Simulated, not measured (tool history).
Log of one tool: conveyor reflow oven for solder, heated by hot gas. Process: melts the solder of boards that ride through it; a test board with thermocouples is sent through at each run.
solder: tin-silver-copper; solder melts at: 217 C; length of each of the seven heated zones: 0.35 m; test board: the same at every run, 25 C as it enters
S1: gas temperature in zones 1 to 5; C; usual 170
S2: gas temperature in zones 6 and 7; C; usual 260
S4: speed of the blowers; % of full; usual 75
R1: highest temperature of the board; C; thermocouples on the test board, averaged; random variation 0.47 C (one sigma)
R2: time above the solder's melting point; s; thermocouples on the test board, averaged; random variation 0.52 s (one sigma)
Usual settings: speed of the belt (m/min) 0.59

Run 1, day 0: usual settings. Result: R1 242.3 C, R2 45.9 s.
Run 2, day 2.958: usual settings. Result: R1 241.8 C, R2 46.4 s.
Run 3, day 4.967: usual settings. Result: R1 242.7 C, R2 45.4 s.
Run 4, day 6.962: usual settings. Result: R1 242.1 C, R2 44.3 s.
Run 5, day 8.912: usual settings. Result: R1 241.8 C, R2 44.2 s.
At day 11.675: thermocouples of zones 6 and 7 changed.
Run 6, day 12.054: usual settings. Result: R1 245.3 C, R2 47.9 s.
Run 7, day 13.917: usual settings. Result: R1 246.1 C, R2 48.2 s.
At day 14.496: flux residue cleaned out of gas plates and filters.
Run 8, day 17.779: usual settings. Result: R1 244 C, R2 46.8 s.
Run 9, day 19.833: usual settings. Result: R1 244.5 C, R2 46.8 s.
Run 10, day 22.117: usual settings. Result: R1 243.8 C, R2 46.9 s.
Run 11, day 23.804: usual settings. Result: R1 244.2 C, R2 45.8 s.
Run 12, day 25.933: usual settings but speed of the belt (m/min) 0.626. Result: R1 242 C, R2 41.7 s.
Run 13, day 29.158: usual settings but S2 252 C. Result: R1 236.4 C, R2 38.8 s.
Run 14, day 32.275: usual settings but S2 252 C. Result: R1 236.2 C, R2 38.3 s.
At day 33.938: flux residue cleaned out of gas plates and filters, once more.
Run 15, day 35.812: usual settings. Result: R1 245.9 C, R2 49.4 s.
Run 16, day 37.542: usual settings but S1 156 C, S2 269 C. Result: R1 252.3 C, R2 49 s.
Run 17, day 40.271: usual settings but S1 171 C, S2 253 C. Result: R1 239.8 C, R2 45 s.
Run 18, day 44.125: usual settings but S2 251 C, speed of the belt (m/min) 0.69. Result: R1 233.1 C, R2 30.6 s.
Run 19, day 46.525: usual settings but S2 275 C, S4 52 % of full. Result: R1 251.3 C, R2 50.6 s.
Run 20, day 49.117: usual settings but S1 156 C, S2 252 C, S4 62 % of full. Result: R1 232.4 C, R2 30.5 s.
Run 21, day 51.196: usual settings but S1 156 C, S2 265 C, speed of the belt (m/min) 0.581, S4 62 % of full. Result: R1 243.8 C, R2 42.6 s.
At day 54.408: belt drive overhauled, speed set with a stopwatch.
Run 22, day 54.408: usual settings but S1 163 C, S2 266 C. Result: R1 247.4 C, R2 47.8 s.
Run 23, day 57.879: usual settings but S1 163 C, S2 266 C. Result: R1 248.1 C, R2 46.7 s.
Run 24, day 61.558: usual settings but S1 163 C, S2 266 C. Result: R1 247.2 C, R2 45.9 s.
At day 63.567: flux residue cleaned out of gas plates and filters.
Run 25, day 65.262: usual settings but S1 157 C, S2 266 C, speed of the belt (m/min) 0.485. Result: R1 253.6 C, R2 61.9 s.
Run 26, day 67.283: usual settings but S1 157 C, S2 266 C, speed of the belt (m/min) 0.485. Result: R1 253.1 C, R2 63.4 s.
Run 27, day 71.167: usual settings but S1 157 C, S2 266 C, speed of the belt (m/min) 0.485. Result: R1 253 C, R2 62.2 s.
Run 28, day 73.167: usual settings but S1 184 C, S2 252 C. Result: R1 239.5 C, R2 48.5 s.
Run 29, day 75.45: usual settings but S1 177 C, S4 65 % of full. Result: R1 242.6 C, R2 46.8 s.

5 ways to go on from here, each from the tool as it stands after run 29. What would each give?
Run A, day 77.138: usual settings but S1 165 C, speed of the belt (m/min) 0.612, S4 65 % of full. Result: R1 ?, R2 ?.
Run B, day 77.138: usual settings but S1 159 C, S4 89 % of full. Result: R1 ?, R2 ?.
Run C, day 77.138: usual settings but speed of the belt (m/min) 0.588, S4 86 % of full. Result: R1 ?, R2 ?.
Run D, day 77.138: usual settings but S2 258 C, speed of the belt (m/min) 0.546. Result: R1 ?, R2 ?.
Run E, day 77.138: usual settings but S1 184 C, speed of the belt (m/min) 0.681. Result: R1 ?, R2 ?.

run     R1    R2
  A  240.1  37.7
  B  244.7    45
  C  245.7  48.6
  D  244.3  51.9
  E  242.7  41.1
Without the tool's hidden state the same runs would have given:
run     R1    R2
  A    243  40.3
  B  247.8  47.4
  C  248.7  50.7
  D  247.2  54.2
  E  245.5  43.1

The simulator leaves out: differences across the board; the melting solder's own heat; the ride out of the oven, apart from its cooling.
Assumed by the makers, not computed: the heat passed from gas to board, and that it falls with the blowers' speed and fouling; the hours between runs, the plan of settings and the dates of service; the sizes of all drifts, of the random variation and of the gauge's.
